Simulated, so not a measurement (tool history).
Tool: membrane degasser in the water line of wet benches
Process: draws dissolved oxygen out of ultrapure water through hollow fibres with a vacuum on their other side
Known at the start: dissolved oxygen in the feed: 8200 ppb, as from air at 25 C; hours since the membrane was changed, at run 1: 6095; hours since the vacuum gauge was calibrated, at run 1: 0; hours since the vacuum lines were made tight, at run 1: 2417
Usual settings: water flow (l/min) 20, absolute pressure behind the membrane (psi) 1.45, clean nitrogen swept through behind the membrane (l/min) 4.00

run    hour  water flow (l/min)  absolute pressure behind the membrane (psi)  clean nitrogen swept through behind the membrane (l/min)  hours since the membrane was changed  hours since the vacuum gauge was calibrated  hours since the vacuum lines were made tight  dissolved oxygen in the water behind the degasser (ppb)  pressure that the water loses in the fibres (psi)
  1     0.0                  20                                         1.45                                                      4.00                                  6095                                            0                                          2417                                                    245.8                                              7.139
  2   233.6                  20                                         1.45                                                      4.00                                  6329                                          234                                          2650                                                    248.5                                              7.075
  3   443.7                  20                                         1.45                                                      4.00                                  6539                                          444                                          2861                                                    246.0                                              7.165
  4   593.0                  27                                         1.45                                                      4.00                                  6688                                          593                                          3010                                                    391.0                                              9.613
  5   854.6                  27                                         1.45                                                      4.00                                  6950                                          855                                          3271                                                    397.2                                              9.606
  6  1112.0                  27                                         1.45                                                      4.00                                  7208                                         1112                                          3529                                                    393.0                                              9.644
  7  1262.3                  20                                         1.45                                                      2.58                                  7358                                         1262                                          3679                                                    285.5                                              7.147
  8  1392.5                  20                                         1.45                                                      6.37                                  7488                                         1393                                          3809                                                    215.0                                              7.174
  9  1517.7                  20                                         1.45                                                      6.37                                  7613                                         1518                                          3935                                                    219.5                                              7.182
 10  1724.9                  20                                         1.45                                                      4.00                                  7820                                         1725                                          4142                                                    241.5                                              7.111
 11  1851.0                  20                                         1.45                                                      4.00                                  7946                                         1851                                          4268                                                    245.6                                              7.172
 12  2012.1                  20                                         1.45                                                      4.00                                  8108                                         2012                                          4429                                                    241.9                                              7.108
 13  2294.6                  20                                         1.45                                                      4.00                                  8390                                         2295                                          4711                                                    245.4                                              7.149
 14  2435.9                  20                                         1.45                                                      4.00                                  8531                                         2436                                          4853                                                    244.4                                              7.142
 15  2675.8                  20                                         1.45                                                      4.00                                  8771                                         2676                                          5093                                                    244.1                                              7.187
 16  2809.3                  20                                         1.45                                                      4.00                                  8905                                         2809                                          5226                                                    244.2                                              7.233
 17  2991.2                  16                                         1.45                                                      4.00                                  9087                                         2991                                          5408                                                    167.4                                              5.726
 18  3151.9                  20                                         1.26                                                      4.00                                  9247                                         3152                                          5569                                                    229.0                                              7.194
 19  3438.1                  20                                         2.86                                                      3.96                                  9534                                         3438                                          5855                                                    353.6                                              7.184
 20  3596.1                  20                                         2.86                                                      3.96                                  9692                                         3596                                          6013                                                    354.6                                              7.140
 21  3713.3                  20                                         2.86                                                      3.96                                  9809                                         3713                                          6130                                                    360.5                                              7.156
 22  3964.2                  22                                         2.73                                                      3.96                                 10060                                         3964                                          6381                                                    397.7                                              7.955
 23  4092.0                  13                                         0.99                                                      8.00                                 10187                                         4092                                          6509                                                     76.5                                              4.641
     4179.1  -- vacuum gauge calibrated
 24  4261.8                  13                                         0.99                                                      8.00                                 10357                                           83                                          6678                                                     77.0                                              4.635
 25  4516.2                  27                                         0.96                                                      4.99                                 10611                                          337                                          6933                                                    337.2                                              9.745
 26  4642.6                  14                                         0.96                                                      7.43                                 10738                                          463                                          7059                                                     90.0                                              5.042
 27  4759.4                  13                                         2.65                                                      7.34                                 10854                                          580                                          7176                                                    128.2                                              4.704
     4854.5  -- seals of the vacuum lines changed
     4912.8  -- membrane cartridge changed
 28  4927.7                  26                                         1.23                                                      2.20                                    15                                          743                                            69                                                    409.0                                              9.285
 29  5119.6                  20                                         1.00                                                      1.78                                   207                                          935                                           261                                                    261.2                                              7.191
 30  5275.4                  20                                         1.00                                                      1.78                                   363                                         1090                                           417                                                    257.3                                              7.188
 31  5477.8                  14                                         1.91                                                      7.18                                   565                                         1293                                           619                                                    121.6                                              5.086
 32  5602.0                  24                                         1.91                                                      7.18                                   689                                         1417                                           744                                                    313.3                                              8.666
 33  5810.2                  24                                         1.91                                                      7.18                                   897                                         1625                                           952                                                    315.7                                              8.663

Hidden state at the last listed run before each entry between runs and at the first one after, where it differs:
Between runs 23 and 24: vacuum gauge calibrated (hour 4179.1)
  drift of the gauge itself on loss_of_pressure_kpa, %: 1.13 -> 1.18
  measured less the result without the state, pressure that the water loses in the fibres (psi): +0.057 -> +0.058
Between runs 27 and 28: seals of the vacuum lines changed (hour 4854.5); membrane cartridge changed (hour 4912.8)
  membrane still open, %: 99.9 -> 100; air that leaks in behind the membrane, l/min: 0.0021 -> 0.002; drift of the gauge itself on loss_of_pressure_kpa, %: 1.32 -> 1.36
  measured less the result without the state, pressure that the water loses in the fibres (psi): +0.065 -> +0.125
